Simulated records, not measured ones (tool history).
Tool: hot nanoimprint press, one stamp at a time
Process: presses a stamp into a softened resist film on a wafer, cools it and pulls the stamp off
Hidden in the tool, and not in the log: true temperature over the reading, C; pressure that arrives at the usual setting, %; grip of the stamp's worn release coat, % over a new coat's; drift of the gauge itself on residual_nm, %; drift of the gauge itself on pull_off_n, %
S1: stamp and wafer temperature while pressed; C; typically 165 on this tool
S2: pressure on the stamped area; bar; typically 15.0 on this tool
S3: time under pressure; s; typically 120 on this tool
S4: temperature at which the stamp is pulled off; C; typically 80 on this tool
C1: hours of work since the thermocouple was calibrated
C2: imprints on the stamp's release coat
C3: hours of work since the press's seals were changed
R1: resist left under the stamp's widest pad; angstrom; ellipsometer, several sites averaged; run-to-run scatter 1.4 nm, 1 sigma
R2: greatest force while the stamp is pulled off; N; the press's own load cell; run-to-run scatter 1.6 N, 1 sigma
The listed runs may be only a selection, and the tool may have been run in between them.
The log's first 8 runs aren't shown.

Run 9, hour 77.2: usual settings; C1 210; C2 1533; C3 249. Result: R1 2166 angstrom, R2 147 N.
Run 10, hour 84.3: usual settings; C1 215; C2 1572; C3 255. Result: R1 2215 angstrom, R2 147 N.
Run 11, hour 100.5: usual settings but S1 164 C; C1 228; C2 1660; C3 268. Result: R1 2292 angstrom, R2 149 N.
At hour 105.1: plate thermocouple calibrated.
Run 12, hour 113.1: usual settings but S1 164 C; C1 6; C2 1712; C3 276. Result: R1 2321 angstrom, R2 146 N.
Run 13, hour 122.2: usual settings but S1 164 C; C1 14; C2 1761; C3 283. Result: R1 2304 angstrom, R2 151 N.
Run 14, hour 134.5: usual settings but S2 17.0 bar; C1 24; C2 1829; C3 293. Result: R1 2138 angstrom, R2 152 N.
At hour 148.8: stamp cleaned and given a new release coat.
Run 15, hour 152.6: usual settings but S2 17.0 bar, S3 62 s; C1 33; C2 21; C3 302. Result: R1 2569 angstrom, R2 135 N.
At hour 161.6: plate thermocouple calibrated, once more.
Run 16, hour 170.5: usual settings but S1 176 C, S2 10.6 bar, S3 62 s; C1 7; C2 102; C3 314. Result: R1 1803 angstrom, R2 129 N.
Run 17, hour 186.1: usual settings but S1 176 C, S2 10.6 bar, S3 62 s; C1 20; C2 187; C3 327. Result: R1 1840 angstrom, R2 131 N.
Run 18, hour 202.3: usual settings but S1 159 C; C1 33; C2 275; C3 340. Result: R1 2690 angstrom, R2 134 N.
Run 19, hour 214.0: usual settings but S1 159 C; C1 42; C2 339; C3 349. Result: R1 2678 angstrom, R2 130 N.
Run 20, hour 229.3: usual settings but S3 188 s, S4 79 C; C1 54; C2 422; C3 361. Result: R1 1834 angstrom, R2 137 N.
Run 21, hour 241.8: usual settings but S3 188 s, S4 79 C; C1 64; C2 490; C3 371. Result: R1 1840 angstrom, R2 139 N.
Run 22, hour 253.2: usual settings but S2 10.4 bar, S3 96 s; C1 73; C2 552; C3 380. Result: R1 2524 angstrom, R2 134 N.
Run 23, hour 265.8: usual settings but S1 159 C, S2 16.5 bar, S3 182 s, S4 67 C; C1 83; C2 621; C3 390. Result: R1 2392 angstrom, R2 188 N.
Run 24, hour 282.0: usual settings but S3 60 s, S4 81 C; C1 96; C2 708; C3 403. Result: R1 2571 angstrom, R2 134 N.
Run 25, hour 298.0: usual settings but S3 60 s, S4 81 C; C1 109; C2 796; C3 416. Result: R1 2580 angstrom, R2 135 N.
Run 26, hour 309.4: usual settings but S3 60 s, S4 81 C; C1 118; C2 858; C3 425. Result: R1 2570 angstrom, R2 134 N.

Run 27 has not been measured yet. What should we expect?
Run 27, hour 325.6: usual settings but S3 60 s, S4 73 C; C1 131; C2 945; C3 438. Result: R1 ?, R2 ?.

R1: 2585 angstrom
R2: 167 N
Without the tool's hidden state the same run would have given R1 2526 angstrom, R2 155 N.
